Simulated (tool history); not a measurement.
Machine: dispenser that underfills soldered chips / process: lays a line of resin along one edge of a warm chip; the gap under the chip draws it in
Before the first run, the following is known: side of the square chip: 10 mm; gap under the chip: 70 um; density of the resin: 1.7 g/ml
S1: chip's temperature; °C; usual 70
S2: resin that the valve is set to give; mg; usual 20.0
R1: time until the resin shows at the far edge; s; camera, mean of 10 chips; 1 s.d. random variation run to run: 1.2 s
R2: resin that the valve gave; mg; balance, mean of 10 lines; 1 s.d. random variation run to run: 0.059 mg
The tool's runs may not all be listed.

run,hour,S1,S2,R1,R2
1,0.0,70,20.0,139.5,19.89
# hour 2.2: new syringe of resin
2,7.1,70,20.0,138.0,19.77
# hour 9.9: new syringe of resin
3,15.5,70,20.0,140.7,19.61
# hour 17.5: new syringe of resin
# hour 24.8: new syringe of resin
4,26.5,70,22.6,119.4,22.31
# hour 32.1: new syringe of resin
5,34.5,70,22.6,123.6,22.26
# hour 39.4: new syringe of resin
# hour 40.4: dispensing valve cleaned and set on the balance
6,41.0,70,20.0,112.1,20.03
# hour 47.9: new syringe of resin
7,48.4,70,20.0,111.2,19.94
# hour 55.6: new syringe of resin
8,56.6,70,20.0,115.7,19.91
# hour 62.7: new syringe of resin
9,66.0,70,20.0,121.8,19.85
# hour 70.5: new syringe of resin
10,75.0,70,20.0,129.5,19.83
# hour 78.0: new syringe of resin
11,81.5,70,20.0,127.6,19.73
# hour 85.6: new syringe of resin
12,92.0,70,20.0,143.5,19.80
# hour 93.4: new syringe of resin
13,98.3,70,20.0,131.9,19.70
# hour 101.1: new syringe of resin
# hour 108.4: new syringe of resin
14,109.1,57,20.0,216.9,19.69
# hour 115.0: dispensing valve cleaned and set on the balance
# hour 117.2: new syringe of resin
15,118.5,70,20.0,113.5,19.96
# hour 124.3: new syringe of resin
16,130.1,76,19.7,102.9,19.55
# hour 132.0: new syringe of resin
17,138.4,76,19.7,106.8,19.72
# hour 139.2: new syringe of resin
18,145.4,77,17.2,103.5,17.04
# hour 146.4: new syringe of resin
# hour 153.8: new syringe of resin
19,154.7,77,17.2,82.2,16.98
# hour 161.0: new syringe of resin
20,161.5,85,17.4,56.0,17.25
# hour 168.9: new syringe of resin
21,173.5,85,17.4,65.3,17.13
# hour 176.4: new syringe of resin
# hour 183.9: new syringe of resin
22,183.9,79,20.0,69.5,19.62
# hour 189.8: dispensing valve cleaned and set on the balance
# hour 192.5: new syringe of resin
23,192.6,84,18.2,58.1,18.17
# hour 199.9: new syringe of resin
24,203.7,66,22.9,151.9,22.73
# hour 207.7: new syringe of resin
25,209.9,66,22.9,140.8,22.61
# hour 215.3: new syringe of resin
26,218.2,64,19.4,156.2,19.21
# hour 222.9: new syringe of resin
27,226.1,58,22.7,218.9,22.47
# hour 230.7: new syringe of resin
28,234.3,58,22.7,223.8,22.39
# hour 238.6: new syringe of resin
29,245.0,58,22.7,249.0,22.29

Each row is a separate what-if for the run after 29, all from the same tool condition, not one after another. Results?
# hour 246.1: new syringe of resin
# hour 253.5: new syringe of resin
A,256.0,80,24.9,?,?
# hour 246.1: new syringe of resin
# hour 253.5: new syringe of resin
B,256.0,60,23.2,?,?
# hour 246.1: new syringe of resin
# hour 253.5: new syringe of resin
C,256.0,59,18.4,?,?

run,R1,R2
A,71.1,24.42
B,192.2,22.71
C,201.0,18.05
The same runs, with their run-to-run variation unchanged, on a tool lacking any hidden condition would have given:
run,R1,R2
A,69.4,24.90
B,189.1,23.15
C,197.4,18.40

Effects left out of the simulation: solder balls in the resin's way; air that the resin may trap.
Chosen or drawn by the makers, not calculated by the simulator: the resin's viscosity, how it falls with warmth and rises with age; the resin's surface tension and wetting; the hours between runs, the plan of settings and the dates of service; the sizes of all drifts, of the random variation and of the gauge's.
